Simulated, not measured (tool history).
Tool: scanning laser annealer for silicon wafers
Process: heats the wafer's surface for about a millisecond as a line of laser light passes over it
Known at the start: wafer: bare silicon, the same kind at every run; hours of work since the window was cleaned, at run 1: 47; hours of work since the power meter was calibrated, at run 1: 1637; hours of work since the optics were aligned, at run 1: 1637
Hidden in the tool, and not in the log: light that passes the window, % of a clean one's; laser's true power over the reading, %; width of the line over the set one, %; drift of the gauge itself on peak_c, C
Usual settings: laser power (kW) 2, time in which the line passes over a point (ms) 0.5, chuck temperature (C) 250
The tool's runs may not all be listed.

run,hour,laser power (kW),time in which the line passes over a point (ms),chuck temperature (C),hours of work since the window was cleaned,hours of work since the power meter was calibrated,hours of work since the optics were aligned,highest temperature of the surface (C)
1,0,2,0.5,250,47,1637,1637,966
2,73.4,2.086,0.5,250,92,1682,1682,994
3,113.5,2.086,0.5,250,117,1707,1707,996
4,171.2,2,0.5,250,153,1743,1743,964
5,206.6,2,0.5,250,175,1765,1765,964
6,273.9,2.019,0.5,250,217,1807,1807,967
7,327.1,2,0.474,250,250,1840,1840,942
8,378.2,2,0.474,250,282,1872,1872,941
9,432.7,2,0.474,250,316,1906,1906,938
# hour 490.1: optics aligned, line set to its width
10,509.5,2,0.474,250,360,1950,12,933
11,564.2,2,0.474,236,394,1984,46,920
12,627.8,2,0.474,236,434,2024,86,915
13,661.3,2,0.474,236,454,2044,106,915
14,725.8,2,0.474,236,495,2084,146,916
15,790.1,2,0.474,236,534,2124,186,915
16,854.9,1.754,0.474,236,575,2165,227,827
17,912.5,2,0.5,250,610,2200,262,945
# hour 930.1: optics aligned, line set to its width, once more
18,965,2,0.5,250,640,2230,22,953
19,1045.1,2,0.5,250,690,2280,71,951
# hour 1082.5: window over the wafer cleaned
20,1109.7,2,0.5,250,17,2319,110,977
21,1147,1.721,0.5,241,40,2342,133,860
22,1190.5,1.736,0.421,283,67,2369,160,852
23,1253.6,2.053,0.365,283,106,2408,200,905
24,1292.4,2.053,0.365,283,130,2432,224,908
25,1328.9,1.765,0.389,274,153,2455,247,826
26,1400.4,1.765,0.389,274,197,2499,291,822
27,1480.8,1.735,0.389,274,247,2549,341,812
28,1559.1,2.112,0.425,213,296,2598,390,910
29,1614.9,1.721,0.5,286,331,2632,424,900
30,1659.7,1.721,0.5,286,359,2660,452,898
31,1714.2,2.015,0.456,265,392,2694,486,949
32,1769.2,2.015,0.456,265,427,2728,520,947
33,1838.5,1.732,0.544,255,470,2771,563,900
34,1894.9,1.732,0.544,255,505,2806,598,894
35,1969.2,1.732,0.544,255,551,2853,644,893
36,2021.8,1.732,0.544,255,583,2885,677,894
37,2096.5,2,0.5,254,630,2932,723,961
38,2161,2,0.5,265,670,2972,763,971
39,2216.8,1.951,0.503,265,705,3006,798,955
# hour 2233.2: window over the wafer cleaned
40,2286.9,2,0.369,270,33,3049,840,884

Forecast each of these 4 alternatives for the next run:
A,2359.2,2,0.5,258,78,3094,885,?
B,2359.2,2.094,0.5,284,78,3094,885,?
C,2359.2,2.183,0.369,270,78,3094,885,?
D,2359.2,2.06,0.406,270,78,3094,885,?

run,highest temperature of the surface (C)
A,978
B,1040
C,936
D,935
Without the tool's hidden state the same runs would have given:
run,highest temperature of the surface (C)
A,976
B,1039
C,935
D,934

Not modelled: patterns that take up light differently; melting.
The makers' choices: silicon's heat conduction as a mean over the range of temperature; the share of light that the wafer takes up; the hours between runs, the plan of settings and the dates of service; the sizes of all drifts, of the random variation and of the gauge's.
